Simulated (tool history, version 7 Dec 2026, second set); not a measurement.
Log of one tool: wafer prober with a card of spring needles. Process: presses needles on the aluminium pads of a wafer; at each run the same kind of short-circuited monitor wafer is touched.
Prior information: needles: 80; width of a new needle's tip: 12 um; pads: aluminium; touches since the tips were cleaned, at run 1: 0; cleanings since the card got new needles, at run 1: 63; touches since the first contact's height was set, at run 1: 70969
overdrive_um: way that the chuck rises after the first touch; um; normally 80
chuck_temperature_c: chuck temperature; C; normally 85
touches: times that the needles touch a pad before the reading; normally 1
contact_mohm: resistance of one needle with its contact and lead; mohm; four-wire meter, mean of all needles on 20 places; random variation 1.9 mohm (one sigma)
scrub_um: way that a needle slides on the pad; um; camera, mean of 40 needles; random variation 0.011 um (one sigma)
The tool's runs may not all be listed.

run,day,overdrive_um,chuck_temperature_c,touches,touches since the tips were cleaned,cleanings since the card got new needles,touches since the first contact's height was set,contact_mohm,scrub_um
1,0.000,80,85,1,0,63,70969,205,17.17
# day 0.412: height of the first contact set anew
# day 0.662: tips cleaned on abrasive film
# day 1.288: tips cleaned on abrasive film
2,1.358,80,85,1,389,65,5228,215,17.33
# day 1.992: tips cleaned on abrasive film
# day 2.675: tips cleaned on abrasive film
3,2.892,80,85,1,1211,67,13723,229,17.30
# day 3.271: tips cleaned on abrasive film
# day 3.929: tips cleaned on abrasive film
4,4.358,80,85,1,2396,69,21834,243,17.29
# day 4.571: tips cleaned on abrasive film
# day 5.167: tips cleaned on abrasive film
5,5.454,80,85,1,1595,71,27890,229,17.28
# day 5.783: tips cleaned on abrasive film
# day 6.417: tips cleaned on abrasive film
6,6.892,80,85,1,2656,73,35845,239,17.26
# day 7.067: tips cleaned on abrasive film
# day 7.775: tips cleaned on abrasive film
7,7.925,80,85,1,844,75,41548,219,17.23
# day 8.425: tips cleaned on abrasive film
# day 9.021: tips cleaned on abrasive film
8,9.046,80,85,1,130,77,47726,210,17.20
# day 9.667: tips cleaned on abrasive film
# day 10.250: tips cleaned on abrasive film
9,10.250,80,85,1,0,79,54384,204,17.19
# day 10.850: tips cleaned on abrasive film
10,11.012,80,85,1,905,80,58613,226,17.20
# day 11.454: tips cleaned on abrasive film
# day 12.108: tips cleaned on abrasive film
11,12.567,80,99,1,2565,82,67229,241,17.18
# day 12.788: tips cleaned on abrasive film
# day 13.400: tips cleaned on abrasive film
# day 13.617: height of the first contact set anew
12,13.717,80,85,2,1706,84,572,220,17.33
# day 14.012: tips cleaned on abrasive film
# day 14.600: tips cleaned on abrasive film
13,14.879,80,85,2,1544,86,6983,218,17.32
# day 15.183: tips cleaned on abrasive film
14,15.671,80,85,1,2696,87,11366,244,17.32
# day 15.788: tips cleaned on abrasive film
# day 16.375: tips cleaned on abrasive film
15,16.375,88,85,1,0,89,15241,204,19.04
# day 17.033: tips cleaned on abrasive film
# day 17.658: tips cleaned on abrasive film
16,17.762,88,85,1,566,91,22917,210,19.01
# day 18.254: tips cleaned on abrasive film
17,18.796,82,120,1,3022,92,28658,249,17.70
# day 18.879: tips cleaned on abrasive film
# day 19.567: tips cleaned on abrasive film
18,20.029,71,85,1,2578,94,35462,253,15.30
# day 20.275: tips cleaned on abrasive film
# day 20.888: tips cleaned on abrasive film
19,21.154,78,49,1,1485,96,41690,227,16.77
# day 21.538: tips cleaned on abrasive film
20,21.917,66,60,1,2098,97,45901,242,14.17
# day 22.138: tips cleaned on abrasive film
21,22.633,66,60,1,2754,98,49872,252,14.18
# day 22.846: tips cleaned on abrasive film
# day 23.558: tips cleaned on abrasive film
22,23.825,66,60,1,1471,100,56453,234,14.16
# day 24.250: tips cleaned on abrasive film
23,24.692,91,26,2,2473,101,61268,211,19.57
# day 24.900: tips cleaned on abrasive film
# day 25.562: tips cleaned on abrasive film
24,25.758,84,42,1,1099,103,67155,219,18.03
# day 26.233: tips cleaned on abrasive film
# day 26.879: tips cleaned on abrasive film
# day 26.892: height of the first contact set anew
25,27.017,73,41,1,696,105,696,212,15.81
# day 27.512: tips cleaned on abrasive film
26,27.925,85,68,1,2313,106,5745,236,18.42
# day 28.158: tips cleaned on abrasive film
# day 28.862: tips cleaned on abrasive film
27,28.862,85,48,1,0,108,10899,196,18.39
# day 29.500: tips cleaned on abrasive film
# day 30.083: tips cleaned on abrasive film
28,30.388,80,102,1,1697,110,19350,237,17.33
# day 30.742: tips cleaned on abrasive film
# day 31.371: tips cleaned on abrasive film
29,31.750,93,50,1,2107,112,26893,225,20.08

Predict each of these 5 candidate next runs independently; none follows another, all start after run 29:
# day 32.012: tips cleaned on abrasive film
A,32.475,85,50,1,2572,113,30902,?,?
# day 32.012: tips cleaned on abrasive film
B,32.475,87,101,2,2572,113,30902,?,?
# day 32.012: tips cleaned on abrasive film
C,32.475,93,65,1,2572,113,30902,?,?
# day 32.012: tips cleaned on abrasive film
D,32.475,73,50,2,2572,113,30902,?,?
# day 32.012: tips cleaned on abrasive film
E,32.475,90,111,2,2572,113,30902,?,?

run,contact_mohm,scrub_um
A,232,18.35
B,224,18.78
C,235,20.08
D,223,15.74
E,225,19.42
Without the tool's hidden state the same runs would have given:
run,contact_mohm,scrub_um
A,193,18.42
B,204,18.86
C,201,20.16
D,195,15.82
E,206,19.49
